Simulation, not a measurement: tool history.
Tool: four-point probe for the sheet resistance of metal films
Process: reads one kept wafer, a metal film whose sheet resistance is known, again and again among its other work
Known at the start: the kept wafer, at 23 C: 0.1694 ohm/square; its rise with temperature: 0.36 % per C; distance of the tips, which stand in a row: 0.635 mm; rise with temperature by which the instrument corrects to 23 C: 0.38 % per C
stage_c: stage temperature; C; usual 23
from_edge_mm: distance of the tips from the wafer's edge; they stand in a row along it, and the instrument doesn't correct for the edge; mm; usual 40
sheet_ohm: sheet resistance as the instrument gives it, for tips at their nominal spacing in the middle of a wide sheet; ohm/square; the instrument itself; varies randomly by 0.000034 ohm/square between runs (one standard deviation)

run   hour  stage_c  from_edge_mm  sheet_ohm
  1      0       23            40   0.169349
  2   37.4       23            40   0.169439
  3   75.3       23            40   0.169412
  4  125.6       23            40   0.169372
  5  186.4       23            40   0.169453
  6  234.8       23            40   0.169423
  7    285       23            40   0.169391
  8  330.7       23            30   0.169436
  9    384       31            40   0.169131
 10  419.5       22            40   0.169446
 11    487       25            40   0.169305
 12    542       22             7   0.170085
 13  609.8       22             7   0.170139
 14  658.8       22             7   0.170191
 15  714.6       20            13   0.169764
 16  767.2       20            24   0.169499
 17  797.4       21             9   0.169935

Alternative continuations, all from the tool just after run 17; predict every row:
  A  866.7       33            40          ?
  B  866.7       22             6          ?
  C  866.7       24            44          ?
  D  866.7       34             9          ?
  E  866.7       21            18          ?

run  sheet_ohm
  A   0.169004
  B    0.17043
  C   0.169346
  D   0.169438
  E   0.169518
What these runs would have given with no unlogged condition in the tool:
run  sheet_ohm
  A   0.169032
  B   0.170459
  C   0.169374
  D   0.169466
  E   0.169546

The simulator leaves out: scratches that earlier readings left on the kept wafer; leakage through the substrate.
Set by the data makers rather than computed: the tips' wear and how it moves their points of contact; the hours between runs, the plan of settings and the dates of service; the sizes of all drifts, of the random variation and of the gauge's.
